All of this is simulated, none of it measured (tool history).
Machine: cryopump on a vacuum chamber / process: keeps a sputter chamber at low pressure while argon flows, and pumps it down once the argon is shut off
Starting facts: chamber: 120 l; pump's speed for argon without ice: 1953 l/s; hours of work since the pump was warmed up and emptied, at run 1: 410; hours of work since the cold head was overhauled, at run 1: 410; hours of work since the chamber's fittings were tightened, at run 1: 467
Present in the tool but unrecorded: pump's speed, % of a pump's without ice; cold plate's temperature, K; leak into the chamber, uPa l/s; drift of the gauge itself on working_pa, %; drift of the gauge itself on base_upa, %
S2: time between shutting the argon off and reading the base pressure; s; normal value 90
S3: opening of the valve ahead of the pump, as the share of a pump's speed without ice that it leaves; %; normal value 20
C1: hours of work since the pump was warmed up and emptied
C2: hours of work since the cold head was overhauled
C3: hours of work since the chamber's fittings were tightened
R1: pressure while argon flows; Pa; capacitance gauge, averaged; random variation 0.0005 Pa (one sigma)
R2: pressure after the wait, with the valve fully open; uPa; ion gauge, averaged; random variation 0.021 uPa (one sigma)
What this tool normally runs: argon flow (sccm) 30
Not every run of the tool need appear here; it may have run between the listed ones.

Run 1, hour 0.0: usual settings; C1 410; C2 410; C3 467. Result: R1 0.1332 Pa, R2 0.47 uPa.
Run 2, hour 60.7: usual settings; C1 456; C2 456; C3 513. Result: R1 0.1325 Pa, R2 0.48 uPa.
Run 3, hour 116.2: usual settings; C1 498; C2 498; C3 555. Result: R1 0.1332 Pa, R2 0.49 uPa.
Run 4, hour 182.7: usual settings; C1 549; C2 549; C3 606. Result: R1 0.1338 Pa, R2 0.47 uPa.
Run 5, hour 250.7: usual settings; C1 600; C2 600; C3 657. Result: R1 0.1343 Pa, R2 0.50 uPa.
Run 6, hour 322.8: usual settings; C1 655; C2 655; C3 712. Result: R1 0.1356 Pa, R2 0.49 uPa.
Run 7, hour 355.5: usual settings; C1 680; C2 680; C3 737. Result: R1 0.1353 Pa, R2 0.53 uPa.
Run 8, hour 394.4: usual settings; C1 710; C2 710; C3 767. Result: R1 0.1348 Pa, R2 0.49 uPa.
At hour 440.3: pump warmed up, emptied and cooled again.
Run 9, hour 472.1: usual settings; C1 24; C2 765; C3 822. Result: R1 0.1304 Pa, R2 0.48 uPa.
Run 10, hour 525.0: usual settings but S2 24 s; C1 64; C2 805; C3 862. Result: R1 0.1305 Pa, R2 0.99 uPa.
Run 11, hour 593.2: usual settings but argon flow (sccm) 19, S2 93 s, S3 38 %; C1 116; C2 857; C3 914. Result: R1 0.0443 Pa, R2 0.49 uPa.
Run 12, hour 644.8: usual settings but argon flow (sccm) 27, S2 32 s; C1 156; C2 896; C3 953. Result: R1 0.1184 Pa, R2 0.83 uPa.
Run 13, hour 696.6: usual settings but argon flow (sccm) 27, S2 32 s; C1 195; C2 936; C3 993. Result: R1 0.1182 Pa, R2 0.85 uPa.
Run 14, hour 756.1: usual settings but argon flow (sccm) 47, S2 61 s, S3 26 %; C1 240; C2 981; C3 1038. Result: R1 0.1599 Pa, R2 0.59 uPa.
Run 15, hour 817.5: usual settings but S2 21 s; C1 287; C2 1028; C3 1085. Result: R1 0.1325 Pa, R2 1.14 uPa.
Run 16, hour 886.3: usual settings but S3 21 %; C1 339; C2 1080; C3 1137. Result: R1 0.1264 Pa, R2 0.52 uPa.
Run 17, hour 939.2: usual settings but S2 104 s, S3 18 %; C1 380; C2 1120; C3 1177. Result: R1 0.1472 Pa, R2 0.53 uPa.
Run 18, hour 992.5: usual settings but S2 104 s, S3 18 %; C1 420; C2 1161; C3 1218. Result: R1 0.1467 Pa, R2 0.53 uPa.
Run 19, hour 1052.3: usual settings but S2 49 s, S3 32 %; C1 466; C2 1206; C3 1263. Result: R1 0.0852 Pa, R2 0.71 uPa.
Run 20, hour 1083.1: usual settings but argon flow (sccm) 17; C1 489; C2 1230; C3 1287. Result: R1 0.0758 Pa, R2 0.55 uPa.

Alternative continuations, all from the tool just after run 20; predict every row:
Run A, hour 1144.5: usual settings but argon flow (sccm) 37, S3 40 %; C1 536; C2 1277; C3 1333. Result: R1 ?, R2 ?.
Run B, hour 1144.5: usual settings but argon flow (sccm) 55, S3 41 %; C1 536; C2 1277; C3 1333. Result: R1 ?, R2 ?.
Run C, hour 1144.5: usual settings but argon flow (sccm) 18, S2 45 s, S3 52 %; C1 536; C2 1277; C3 1333. Result: R1 ?, R2 ?.
Run D, hour 1144.5: usual settings but argon flow (sccm) 15, S2 53 s, S3 19 %; C1 536; C2 1277; C3 1333. Result: R1 ?, R2 ?.
Run E, hour 1144.5: usual settings but argon flow (sccm) 13, S2 132 s, S3 25 %; C1 536; C2 1277; C3 1333. Result: R1 ?, R2 ?.

run      R1    R2
  A  0.0864  0.55
  B  0.1248  0.56
  C  0.0326  0.72
  D  0.0711  0.69
  E  0.0470  0.51
Take away the tool's hidden state, keep each run's random variation, and the runs would have read:
run      R1    R2
  A  0.0809  0.34
  B  0.1166  0.35
  C  0.0299  0.50
  D  0.0688  0.47
  E  0.0450  0.30
